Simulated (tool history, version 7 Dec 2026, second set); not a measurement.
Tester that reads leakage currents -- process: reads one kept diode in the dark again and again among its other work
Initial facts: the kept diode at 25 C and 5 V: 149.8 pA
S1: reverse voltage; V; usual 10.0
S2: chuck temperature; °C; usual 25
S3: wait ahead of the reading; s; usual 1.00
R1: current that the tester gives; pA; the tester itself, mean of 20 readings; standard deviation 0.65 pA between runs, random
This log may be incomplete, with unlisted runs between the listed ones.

run	hour	S1	S2	S3	R1
1	0.0	10.0	25	1.00	216.88
2	31.0	10.0	25	2.06	214.61
# hour 45.4: chuck's temperature calibrated
3	59.9	6.1	25	1.00	166.24
4	76.5	6.1	25	1.00	166.51
5	112.0	10.0	25	1.00	215.79
6	129.9	10.0	25	1.00	215.92
7	153.9	10.8	23	1.00	193.43
8	179.7	13.9	48	4.35	1213.68
9	213.1	13.9	48	4.35	1215.61
10	238.4	8.0	31	0.74	295.39
11	272.9	9.0	35	0.98	413.06

Forecast each of these 4 alternatives for the next run:
A	310.7	7.4	25	1.00	?
B	310.7	19.3	20	1.27	?
C	310.7	10.0	59	0.73	?
D	310.7	2.1	57	0.64	?

run	R1
A	184.79
B	208.55
C	1998.80
D	798.77
Without the tool's unlogged condition, the same runs would have read:
run	R1
A	184.70
B	208.39
C	1998.37
D	798.60

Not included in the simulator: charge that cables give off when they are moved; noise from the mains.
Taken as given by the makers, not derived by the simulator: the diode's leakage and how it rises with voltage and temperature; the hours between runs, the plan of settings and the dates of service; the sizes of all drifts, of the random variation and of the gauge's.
